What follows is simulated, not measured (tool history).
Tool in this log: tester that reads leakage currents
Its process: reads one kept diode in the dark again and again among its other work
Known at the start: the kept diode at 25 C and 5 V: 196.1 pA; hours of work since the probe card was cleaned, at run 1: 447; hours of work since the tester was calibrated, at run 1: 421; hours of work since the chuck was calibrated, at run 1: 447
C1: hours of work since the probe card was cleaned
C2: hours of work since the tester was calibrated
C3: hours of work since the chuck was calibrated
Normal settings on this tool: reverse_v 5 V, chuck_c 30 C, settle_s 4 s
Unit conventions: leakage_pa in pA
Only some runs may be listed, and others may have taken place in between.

Run 1, day 0: usual settings; C1 447; C2 421; C3 447. Result: leakage_pa 267.32 pA.
Run 2, day 1.308: usual settings but settle_s 1.17 s; C1 462; C2 436; C3 462. Result: leakage_pa 266.27 pA.
Run 3, day 1.971: usual settings but settle_s 1.17 s; C1 469; C2 443; C3 469. Result: leakage_pa 265.6 pA.
Run 4, day 3.3: usual settings but settle_s 1.17 s; C1 484; C2 458; C3 484. Result: leakage_pa 268.11 pA.
Run 5, day 3.929: usual settings but settle_s 1.17 s; C1 491; C2 465; C3 491. Result: leakage_pa 264.8 pA.
Run 6, day 4.688: usual settings but chuck_c 42 C, settle_s 1.17 s; C1 500; C2 474; C3 500. Result: leakage_pa 597.06 pA.
Run 7, day 5.425: usual settings but chuck_c 42 C, settle_s 1.17 s; C1 508; C2 482; C3 508. Result: leakage_pa 595.02 pA.
Run 8, day 6.608: usual settings but chuck_c 42 C, settle_s 1.17 s; C1 522; C2 496; C3 522. Result: leakage_pa 593.16 pA.
Run 9, day 7.254: usual settings but chuck_c 42 C, settle_s 1.17 s; C1 529; C2 503; C3 529. Result: leakage_pa 593.23 pA.
Run 10, day 8.617: usual settings but chuck_c 42 C, settle_s 1.17 s; C1 545; C2 519; C3 545. Result: leakage_pa 591.09 pA.
Run 11, day 9.404: usual settings but chuck_c 42 C, settle_s 1.17 s; C1 554; C2 528; C3 554. Result: leakage_pa 591.14 pA.
Run 12, day 10.133: usual settings but chuck_c 42 C, settle_s 1.17 s; C1 562; C2 536; C3 562. Result: leakage_pa 590.11 pA.
Run 13, day 11.008: usual settings but chuck_c 42 C, settle_s 1.17 s; C1 572; C2 546; C3 572. Result: leakage_pa 594.69 pA.
Run 14, day 11.979: usual settings but reverse_v 2.92 V, chuck_c 42 C, settle_s 1.17 s; C1 583; C2 557; C3 583. Result: leakage_pa 449.34 pA.
Run 15, day 12.871: usual settings but reverse_v 4.43 V, settle_s 2.54 s; C1 593; C2 567; C3 593. Result: leakage_pa 246.54 pA.
Run 16, day 14.088: usual settings but reverse_v 4.43 V, settle_s 2.54 s; C1 607; C2 581; C3 607. Result: leakage_pa 245.39 pA.
Run 17, day 15.362: usual settings but reverse_v 1.65 V, chuck_c 50 C, settle_s 8.16 s; C1 621; C2 595; C3 621. Result: leakage_pa 547.81 pA.
Run 18, day 16.192: usual settings but reverse_v 1.65 V, chuck_c 50 C, settle_s 8.16 s; C1 631; C2 605; C3 631. Result: leakage_pa 548.94 pA.
Run 19, day 16.833: usual settings but reverse_v 1.65 V, chuck_c 50 C, settle_s 8.16 s; C1 638; C2 612; C3 638. Result: leakage_pa 549.9 pA.
Run 20, day 17.442: usual settings but reverse_v 1.65 V, chuck_c 50 C, settle_s 8.16 s; C1 645; C2 619; C3 645. Result: leakage_pa 546.14 pA.
Run 21, day 18.112: usual settings but reverse_v 3.36 V, settle_s 2.39 s; C1 653; C2 627; C3 653. Result: leakage_pa 212.7 pA.
Run 22, day 18.988: usual settings but reverse_v 3.36 V, settle_s 2.39 s; C1 663; C2 637; C3 663. Result: leakage_pa 213.35 pA.
Run 23, day 19.979: usual settings but reverse_v 3.36 V, settle_s 2.39 s; C1 674; C2 648; C3 674. Result: leakage_pa 212.35 pA.
Run 24, day 20.95: usual settings but reverse_v 3.36 V, settle_s 2.39 s; C1 685; C2 659; C3 685. Result: leakage_pa 213.25 pA.
Run 25, day 22.012: usual settings but reverse_v 6.47 V, chuck_c 35 C, settle_s 0.49 s; C1 697; C2 671; C3 697. Result: leakage_pa 420.17 pA.
Run 26, day 23.058: usual settings but reverse_v 1.7 V, chuck_c 45 C, settle_s 6.75 s; C1 709; C2 683; C3 709. Result: leakage_pa 405.96 pA.

What if the next run were any one of these 3? Each begins from the tool's condition after run 26:
Run A, day 23.867: usual settings but reverse_v 3.51 V; C1 718; C2 692; C3 718. Result: leakage_pa ?.
Run B, day 23.867: usual settings but reverse_v 3.63 V, chuck_c 20 C; C1 718; C2 692; C3 718. Result: leakage_pa ?.
Run C, day 23.867: usual settings but reverse_v 1.7 V, chuck_c 45 C, settle_s 0.59 s; C1 718; C2 692; C3 718. Result: leakage_pa ?.

run  leakage_pa
  A      215.17
  B      107.13
  C      404.36
What these runs would have given with no unlogged condition in the tool:
run  leakage_pa
  A      232.38
  B      115.41
  C      435.71

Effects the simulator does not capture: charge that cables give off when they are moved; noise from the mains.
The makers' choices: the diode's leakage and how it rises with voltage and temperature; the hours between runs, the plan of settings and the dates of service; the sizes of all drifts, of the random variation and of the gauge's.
